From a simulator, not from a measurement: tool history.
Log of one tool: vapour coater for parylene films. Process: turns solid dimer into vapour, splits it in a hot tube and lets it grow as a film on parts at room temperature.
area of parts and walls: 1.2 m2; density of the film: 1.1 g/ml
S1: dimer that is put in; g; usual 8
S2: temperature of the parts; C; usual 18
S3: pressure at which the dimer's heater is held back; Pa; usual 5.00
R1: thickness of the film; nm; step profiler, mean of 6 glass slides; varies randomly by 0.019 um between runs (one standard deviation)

| run | hour | S1 | S2 | S3 | R1 |
|---|---|---|---|---|---|
| 1 | 0.0 | 8 | 18 | 5.00 | 2910 |
| 2 | 32.7 | 13 | 18 | 5.00 | 4710 |
| 3 | 76.2 | 4 | 18 | 5.00 | 1450 |
| 4 | 109.9 | 8 | 18 | 9.25 | 2760 |
| 5 | 156.7 | 8 | 18 | 9.25 | 2740 |
| 6 | 203.1 | 8 | 18 | 9.25 | 2730 |
| 7 | 232.7 | 8 | 18 | 5.00 | 2810 |
| 8 | 264.9 | 8 | 18 | 5.00 | 2830 |
| 9 | 301.4 | 3 | 18 | 5.00 | 1050 |
| 10 | 338.4 | 3 | 18 | 5.00 | 1050 |
| 11 | 358.9 | 8 | 21 | 5.00 | 2600 |
| 12 | 408.5 | 8 | 28 | 5.00 | 2290 |
| 13 | 448.5 | 8 | 28 | 5.00 | 2240 |
| 14 | 480.7 | 8 | 15 | 5.00 | 3210 |
| 15 | 516.3 | 8 | 15 | 5.00 | 3180 |
| 16 | 548.9 | 8 | 10 | 5.00 | 3710 |
| 17 | 583.9 | 8 | 10 | 5.00 | 3710 |
| 18 | 625.5 | 8 | 10 | 5.00 | 3690 |
| 19 | 662.9 | 8 | 18 | 2.59 | 3080 |
| 20 | 696.8 | 8 | 12 | 2.59 | 3590 |
| 21 | 732.7 | 8 | 14 | 5.00 | 3260 |
| 22 | 760.1 | 8 | 14 | 5.00 | 3240 |
| 23 | 799.9 | 8 | 14 | 5.00 | 3250 |
| 24 | 829.4 | 8 | 14 | 5.00 | 3220 |
| 25 | 865.5 | 8 | 14 | 5.00 | 3230 |
| 26 | 902.0 | 10 | 23 | 2.54 | 3230 |
| 27 | 929.7 | 10 | 23 | 2.54 | 3270 |
| 28 | 967.3 | 10 | 18 | 5.00 | 3570 |
| 29 | 1004.5 | 8 | 11 | 5.00 | 3660 |
| 30 | 1036.0 | 8 | 11 | 5.00 | 3660 |
| 31 | 1071.5 | 8 | 17 | 5.00 | 3110 |
| 32 | 1090.7 | 8 | 17 | 5.00 | 3120 |
| 33 | 1115.0 | 8 | 17 | 2.08 | 3300 |
| 34 | 1148.9 | 8 | 17 | 10.42 | 2930 |
| 35 | 1183.0 | 4 | 28 | 5.00 | 1140 |
| 36 | 1213.1 | 8 | 27 | 5.18 | 2290 |
| 37 | 1257.4 | 8 | 18 | 5.81 | 2950 |
| 38 | 1293.9 | 9 | 18 | 11.79 | 3140 |
| 39 | 1321.3 | 8 | 20 | 10.12 | 2670 |
| 40 | 1342.6 | 3 | 20 | 10.12 | 990 |
| 41 | 1366.4 | 6 | 20 | 10.12 | 2010 |
| 42 | 1397.6 | 4 | 20 | 4.15 | 1410 |
| 43 | 1428.0 | 8 | 18 | 7.22 | 2840 |
| 44 | 1461.8 | 8 | 15 | 4.99 | 3170 |
| 45 | 1498.0 | 4 | 15 | 3.72 | 1610 |
| 46 | 1526.8 | 4 | 16 | 5.00 | 1560 |

Taken out of this log: 2 entries between the listed runs. Where each belongs, and how the hidden state differs across it:
In the gap between runs 11 and 12: trap's valve overhauled (hour 374.3)
  vapour lost through the trap's worn valve, %: 6.5 -> 0.8; true temperature of the parts over the reading, C: -0.43 -> -0.47
  the result without the hidden state subtracted from the measured one, R1: -140 -> +10 nm
In the gap between runs 28 and 29: trap's valve overhauled (hour 975.3)
  vapour lost through the trap's worn valve, %: 6.6 -> 0.7; true temperature of the parts over the reading, C: -0.94 -> -0.97
  the result without the hidden state subtracted from the measured one, R1: -150 -> +70 nm

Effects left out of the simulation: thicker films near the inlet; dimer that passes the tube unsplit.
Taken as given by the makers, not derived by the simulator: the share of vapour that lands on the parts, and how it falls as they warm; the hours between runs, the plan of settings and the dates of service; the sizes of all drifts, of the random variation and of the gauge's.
